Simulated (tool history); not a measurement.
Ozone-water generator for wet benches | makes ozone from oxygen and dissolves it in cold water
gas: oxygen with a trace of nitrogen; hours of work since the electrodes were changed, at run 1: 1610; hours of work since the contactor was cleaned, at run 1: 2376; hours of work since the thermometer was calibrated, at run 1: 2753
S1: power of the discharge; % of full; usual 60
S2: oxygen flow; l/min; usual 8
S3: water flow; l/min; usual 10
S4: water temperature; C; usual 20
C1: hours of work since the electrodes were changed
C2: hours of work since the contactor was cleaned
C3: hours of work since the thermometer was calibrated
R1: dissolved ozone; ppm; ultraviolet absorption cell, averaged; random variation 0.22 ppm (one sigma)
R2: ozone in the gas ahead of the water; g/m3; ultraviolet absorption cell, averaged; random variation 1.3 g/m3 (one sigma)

Run 1, day 0: usual settings; C1 1610; C2 2376; C3 2753. Result: R1 30.4 ppm, R2 228.1 g/m3.
Run 2, day 5.508: usual settings but S3 8 l/min; C1 1724; C2 2491; C3 2868. Result: R1 33.8 ppm, R2 225.8 g/m3.
Run 3, day 11.45: usual settings but S3 8 l/min; C1 1849; C2 2615; C3 2992. Result: R1 33.6 ppm, R2 226 g/m3.
Run 4, day 17.275: usual settings but S3 8 l/min; C1 1970; C2 2737; C3 3113. Result: R1 33.3 ppm, R2 224.9 g/m3.
Run 5, day 20.492: usual settings but S3 8 l/min; C1 2037; C2 2804; C3 3181. Result: R1 33 ppm, R2 225.3 g/m3.
Run 6, day 24.083: usual settings but S3 8 l/min; C1 2112; C2 2879; C3 3256. Result: R1 33.1 ppm, R2 225.7 g/m3.
Run 7, day 28.629: usual settings but S3 8 l/min; C1 2207; C2 2974; C3 3351. Result: R1 33.1 ppm, R2 223.8 g/m3.
Run 8, day 32.908: usual settings; C1 2297; C2 3063; C3 3440. Result: R1 29.5 ppm, R2 224 g/m3.
Run 9, day 38.854: usual settings but S2 5.16 l/min; C1 2421; C2 3188; C3 3564. Result: R1 32.6 ppm, R2 284.6 g/m3.
Run 10, day 43.383: usual settings but S2 5.16 l/min, S3 11 l/min; C1 2515; C2 3282; C3 3659. Result: R1 30.6 ppm, R2 286.9 g/m3.
At day 43.879: contactor cleaned.
Run 11, day 48.946: usual settings but S1 68 % of full; C1 2628; C2 106; C3 3771. Result: R1 31.1 ppm, R2 243.2 g/m3.
Run 12, day 55.2: usual settings but S1 68 % of full; C1 2758; C2 236; C3 3902. Result: R1 31.3 ppm, R2 240.3 g/m3.
Run 13, day 58.529: usual settings but S1 68 % of full; C1 2828; C2 306; C3 3971. Result: R1 31 ppm, R2 239 g/m3.
Run 14, day 64.254: usual settings but S1 68 % of full; C1 2948; C2 425; C3 4091. Result: R1 30.9 ppm, R2 240 g/m3.
Run 15, day 70.346: usual settings but S1 68 % of full; C1 3075; C2 553; C3 4218. Result: R1 30.8 ppm, R2 239.4 g/m3.
Run 16, day 73.017: usual settings but S1 68 % of full; C1 3131; C2 608; C3 4274. Result: R1 30.9 ppm, R2 237.8 g/m3.
Run 17, day 79.112: usual settings but S1 68 % of full; C1 3258; C2 736; C3 4401. Result: R1 31 ppm, R2 240.6 g/m3.
At day 80.983: contactor cleaned, once more.
Run 18, day 83.338: usual settings but S4 27 C; C1 3343; C2 49; C3 4486. Result: R1 25.2 ppm, R2 221.2 g/m3.
Run 19, day 89.783: usual settings but S2 11.14 l/min, S4 21 C; C1 3477; C2 184; C3 4620. Result: R1 26.2 ppm, R2 183 g/m3.
At day 94.454: water thermometer calibrated.
Run 20, day 94.762: usual settings but S2 7.86 l/min, S3 11 l/min; C1 3581; C2 287; C3 6. Result: R1 28.6 ppm, R2 220.9 g/m3.
Run 21, day 101.25: usual settings but S1 51 % of full, S2 11.08 l/min, S3 16 l/min, S4 13 C; C1 3716; C2 423; C3 142. Result: R1 22.3 ppm, R2 165.6 g/m3.
Run 22, day 106.267: usual settings but S1 51 % of full, S2 11.08 l/min, S3 16 l/min, S4 13 C; C1 3821; C2 527; C3 247. Result: R1 22.4 ppm, R2 163.7 g/m3.
Run 23, day 109.758: usual settings but S3 15 l/min, S4 23 C; C1 3894; C2 600; C3 320. Result: R1 22.3 ppm, R2 217.6 g/m3.
Run 24, day 112.825: usual settings but S1 55 % of full, S2 8.06 l/min, S3 7 l/min, S4 22 C; C1 3958; C2 664; C3 384. Result: R1 31.1 ppm, R2 205.9 g/m3.
Run 25, day 116.321: usual settings but S4 21 C; C1 4031; C2 737; C3 457. Result: R1 28.3 ppm, R2 217.5 g/m3.
Run 26, day 120.771: usual settings but S1 81 % of full, S3 14 l/min; C1 4124; C2 830; C3 549. Result: R1 29.5 ppm, R2 262.8 g/m3.
Run 27, day 126.983: usual settings but S1 81 % of full, S3 14 l/min; C1 4253; C2 960; C3 679. Result: R1 29 ppm, R2 259.2 g/m3.
Run 28, day 131.362: usual settings but S2 7.27 l/min, S4 13 C; C1 4345; C2 1051; C3 771. Result: R1 34.7 ppm, R2 229 g/m3.
Run 29, day 135.096: usual settings but S1 94 % of full, S2 7.27 l/min, S4 13 C; C1 4423; C2 1129; C3 849. Result: R1 45.8 ppm, R2 297.5 g/m3.
Run 30, day 138.642: usual settings but S1 94 % of full, S2 7.27 l/min, S4 13 C; C1 4497; C2 1203; C3 923. Result: R1 45.3 ppm, R2 299.9 g/m3.
Run 31, day 144.283: usual settings but S3 15 l/min; C1 4615; C2 1321; C3 1040. Result: R1 23.1 ppm, R2 213.9 g/m3.
Run 32, day 150.454: usual settings but S1 49 % of full, S3 8 l/min; C1 4743; C2 1450; C3 1169. Result: R1 28 ppm, R2 189.7 g/m3.
Run 33, day 156.021: usual settings but S1 54 % of full, S4 14 C; C1 4860; C2 1566; C3 1285. Result: R1 30.6 ppm, R2 199.9 g/m3.

Forecast each of these 3 alternatives for the next run:
Run A, day 160.458: usual settings but S2 7.42 l/min, S4 22 C; C1 4952; C2 1659; C3 1378. Result: R1 ?, R2 ?.
Run B, day 160.458: usual settings but S1 54 % of full, S4 26 C; C1 4952; C2 1659; C3 1378. Result: R1 ?, R2 ?.
Run C, day 160.458: usual settings but S1 94 % of full, S2 11.14 l/min, S4 14 C; C1 4952; C2 1659; C3 1378. Result: R1 ?, R2 ?.

run    R1     R2
  A  28.1  222.8
  B  22.9  199.8
  C  39.7  234.5
Without the tool's hidden state the same runs would have given:
run    R1     R2
  A  31.5    244
  B  25.6  217.3
  C  45.9  264.4
